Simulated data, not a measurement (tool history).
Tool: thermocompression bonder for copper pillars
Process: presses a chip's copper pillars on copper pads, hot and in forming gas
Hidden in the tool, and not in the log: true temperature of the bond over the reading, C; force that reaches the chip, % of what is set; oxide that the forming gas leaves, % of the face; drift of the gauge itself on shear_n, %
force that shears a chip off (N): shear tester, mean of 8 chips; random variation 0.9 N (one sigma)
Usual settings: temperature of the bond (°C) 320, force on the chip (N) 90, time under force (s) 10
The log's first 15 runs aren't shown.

run   hour  temperature of the bond (°C)  force on the chip (N)  time under force (s)  hours of work since the heater was calibrated  hours of work since the force cell was calibrated  hours of work since the gas filter was changed  force that shears a chip off (N)
 16  210.8                           320                     90                    10                                             82                                                164                                             178                              75.1
 17  230.3                           320                     90                    10                                             91                                                174                                             188                              73.3
 18  248.4                           320                     90                    10                                            100                                                183                                             197                              75.3
 19  264.5                           324                     90                    10                                            108                                                191                                             205                                79
 20  278.2                           324                     90                    10                                            115                                                198                                             212                              77.5
 21  286.6                           324                    121                     6                                            120                                                202                                             216                              82.5
 22  298.8                           304                    121                    22                                            126                                                208                                             222                              99.3
 23  318.7                           297                     68                    12                                            136                                                218                                             232                              49.8
 24  331.4                           327                     62                    10                                            142                                                225                                             238                              58.1
 25  343.9                           327                     62                    10                                            148                                                231                                             245                              60.3
 26    355                           303                     66                     5                                            154                                                236                                             250                                36
 27  369.1                           320                     61                     9                                            161                                                243                                             257                                52
 28  381.2                           342                     61                     8                                            167                                                250                                             263                              62.7
 29  394.9                           342                     61                     8                                            174                                                256                                             270                              63.6
 30  407.2                           342                     88                    11                                            180                                                263                                             276                              91.1
 31    419                           332                     90                     9                                            186                                                268                                             282                              79.8
 32  437.2                           304                    103                    12                                            195                                                278                                             291                              76.6
 33  457.1                           304                    103                    12                                            205                                                288                                             301                              75.9
 34  474.7                           304                     61                     6                                            214                                                296                                             310                                37
 35  489.1                           324                     79                    10                                            221                                                304                                             317                              70.4
 36  507.8                           317                     74                     9                                            230                                                313                                             327                              61.2
 37  516.1                           323                    109                    19                                            235                                                317                                             331                             106.3
 38  532.2                           323                    109                    18                                            243                                                325                                             339                              99.7
 39  545.9                           323                    109                    18                                            249                                                332                                             346                             102.8

Forecast each of these 5 alternatives for the next run:
  A  555.8                           329                     98                    10                                            254                                                337                                             351                                 ?
  B  555.8                           299                     90                    10                                            254                                                337                                             351                                 ?
  C  555.8                           323                     87                     9                                            254                                                337                                             351                                 ?
  D  555.8                           345                    129                    18                                            254                                                337                                             351                                 ?
  E  555.8                           346                    109                    18                                            254                                                337                                             351                                 ?

run  force that shears a chip off (N)
  A                              86.5
  B                              60.8
  C                              72.8
  D                             120.4
  E                               115
Without the tool's hidden state the same runs would have given:
run  force that shears a chip off (N)
  A                              86.7
  B                                61
  C                                73
  D                             120.6
  E                             115.2
